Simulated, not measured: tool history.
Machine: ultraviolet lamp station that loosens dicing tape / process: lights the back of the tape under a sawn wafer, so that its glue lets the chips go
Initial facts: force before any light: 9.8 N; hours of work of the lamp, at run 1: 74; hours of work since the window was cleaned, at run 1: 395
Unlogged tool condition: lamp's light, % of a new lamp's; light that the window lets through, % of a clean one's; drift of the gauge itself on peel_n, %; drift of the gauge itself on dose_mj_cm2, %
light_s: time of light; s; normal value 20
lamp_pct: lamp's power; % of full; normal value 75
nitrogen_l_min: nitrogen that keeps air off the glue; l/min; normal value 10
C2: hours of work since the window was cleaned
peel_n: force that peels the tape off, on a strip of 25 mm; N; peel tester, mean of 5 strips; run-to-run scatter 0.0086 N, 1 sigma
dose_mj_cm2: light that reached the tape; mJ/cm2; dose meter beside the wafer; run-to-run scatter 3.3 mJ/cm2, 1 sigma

Run 1, hour 0: usual settings; hours of work of the lamp 74; C2 395. Result: peel_n 0.435 N, dose_mj_cm2 480 mJ/cm2.
At hour 36.5: window cleaned of glue's vapour.
Run 2, hour 36.5: usual settings but nitrogen_l_min 4 l/min; hours of work of the lamp 89; C2 0. Result: peel_n 0.642 N, dose_mj_cm2 508 mJ/cm2.
Run 3, hour 67.3: usual settings but lamp_pct 94 % of full; hours of work of the lamp 101; C2 12. Result: peel_n 0.259 N, dose_mj_cm2 621 mJ/cm2.
Run 4, hour 101.7: usual settings but nitrogen_l_min 14 l/min; hours of work of the lamp 115; C2 26. Result: peel_n 0.326 N, dose_mj_cm2 497 mJ/cm2.
Run 5, hour 136.8: usual settings but nitrogen_l_min 14 l/min; hours of work of the lamp 129; C2 40. Result: peel_n 0.35 N, dose_mj_cm2 499 mJ/cm2.
Run 6, hour 171.1: usual settings but nitrogen_l_min 14 l/min; hours of work of the lamp 143; C2 54. Result: peel_n 0.337 N, dose_mj_cm2 488 mJ/cm2.
Run 7, hour 198.1: usual settings but nitrogen_l_min 14 l/min; hours of work of the lamp 154; C2 65. Result: peel_n 0.34 N, dose_mj_cm2 483 mJ/cm2.
Run 8, hour 234.8: usual settings but nitrogen_l_min 14 l/min; hours of work of the lamp 169; C2 80. Result: peel_n 0.355 N, dose_mj_cm2 485 mJ/cm2.
Run 9, hour 268.8: usual settings but nitrogen_l_min 14 l/min; hours of work of the lamp 182; C2 94. Result: peel_n 0.368 N, dose_mj_cm2 479 mJ/cm2.
Run 10, hour 299.5: usual settings; hours of work of the lamp 195; C2 106. Result: peel_n 0.412 N, dose_mj_cm2 479 mJ/cm2.
Run 11, hour 329: usual settings but lamp_pct 65 % of full; hours of work of the lamp 207; C2 118. Result: peel_n 0.594 N, dose_mj_cm2 410 mJ/cm2.
Run 12, hour 344.6: usual settings but lamp_pct 89 % of full; hours of work of the lamp 213; C2 124. Result: peel_n 0.311 N, dose_mj_cm2 555 mJ/cm2.
Run 13, hour 381.6: usual settings but lamp_pct 89 % of full; hours of work of the lamp 228; C2 139. Result: peel_n 0.282 N, dose_mj_cm2 560 mJ/cm2.
Run 14, hour 403.7: usual settings but light_s 32 s; hours of work of the lamp 237; C2 148. Result: peel_n 0.198 N, dose_mj_cm2 742 mJ/cm2.
Run 15, hour 427.2: usual settings but light_s 15 s, lamp_pct 86 % of full, nitrogen_l_min 3 l/min; hours of work of the lamp 246; C2 157. Result: peel_n 1.242 N, dose_mj_cm2 403 mJ/cm2.
Run 16, hour 449.7: usual settings but lamp_pct 86 % of full; hours of work of the lamp 255; C2 166. Result: peel_n 0.341 N, dose_mj_cm2 533 mJ/cm2.
Run 17, hour 474.5: usual settings but lamp_pct 88 % of full, nitrogen_l_min 9 l/min; hours of work of the lamp 265; C2 176. Result: peel_n 0.35 N, dose_mj_cm2 541 mJ/cm2.
Run 18, hour 495.6: usual settings but lamp_pct 78 % of full, nitrogen_l_min 11 l/min; hours of work of the lamp 274; C2 185. Result: peel_n 0.416 N, dose_mj_cm2 480 mJ/cm2.
Run 19, hour 516.8: usual settings but light_s 12 s, lamp_pct 80 % of full, nitrogen_l_min 3 l/min; hours of work of the lamp 282; C2 193. Result: peel_n 2.066 N, dose_mj_cm2 293 mJ/cm2.
Run 20, hour 554: usual settings but light_s 33 s, lamp_pct 80 % of full, nitrogen_l_min 3 l/min; hours of work of the lamp 297; C2 208. Result: peel_n 0.274 N, dose_mj_cm2 795 mJ/cm2.
Run 21, hour 581.3: usual settings but lamp_pct 77 % of full, nitrogen_l_min 7 l/min; hours of work of the lamp 308; C2 219. Result: peel_n 0.552 N, dose_mj_cm2 464 mJ/cm2.
Run 22, hour 603.2: usual settings but lamp_pct 77 % of full, nitrogen_l_min 7 l/min; hours of work of the lamp 317; C2 228. Result: peel_n 0.55 N, dose_mj_cm2 462 mJ/cm2.
Run 23, hour 627.2: usual settings but lamp_pct 77 % of full, nitrogen_l_min 7 l/min; hours of work of the lamp 327; C2 238. Result: peel_n 0.546 N, dose_mj_cm2 461 mJ/cm2.
Run 24, hour 658: usual settings but lamp_pct 98 % of full, nitrogen_l_min 8 l/min; hours of work of the lamp 339; C2 250. Result: peel_n 0.312 N, dose_mj_cm2 585 mJ/cm2.
Run 25, hour 686.7: usual settings but light_s 22 s, lamp_pct 79 % of full; hours of work of the lamp 351; C2 262. Result: peel_n 0.35 N, dose_mj_cm2 513 mJ/cm2.

Predict each of these 5 candidate next runs independently; none follows another, all start after run 25:
Run A, hour 717.4: usual settings but light_s 29 s, lamp_pct 66 % of full, nitrogen_l_min 4 l/min; hours of work of the lamp 363; C2 274. Result: peel_n ?, dose_mj_cm2 ?.
Run B, hour 717.4: usual settings but light_s 18 s, lamp_pct 95 % of full, nitrogen_l_min 4 l/min; hours of work of the lamp 363; C2 274. Result: peel_n ?, dose_mj_cm2 ?.
Run C, hour 717.4: usual settings but light_s 22 s, lamp_pct 76 % of full, nitrogen_l_min 14 l/min; hours of work of the lamp 363; C2 274. Result: peel_n ?, dose_mj_cm2 ?.
Run D, hour 717.4: usual settings but light_s 29 s, lamp_pct 98 % of full; hours of work of the lamp 363; C2 274. Result: peel_n ?, dose_mj_cm2 ?.
Run E, hour 717.4: usual settings but lamp_pct 77 % of full; hours of work of the lamp 363; C2 274. Result: peel_n ?, dose_mj_cm2 ?.

run  peel_n  dose_mj_cm2
  A   0.487          560
  B   0.639          503
  C   0.331          489
  D   0.172          833
  E   0.462          453
Without the tool's unlogged condition, the same runs would have read:
run  peel_n  dose_mj_cm2
  A   0.342          660
  B   0.443          592
  C   0.245          576
  D   0.161          980
  E   0.324          534
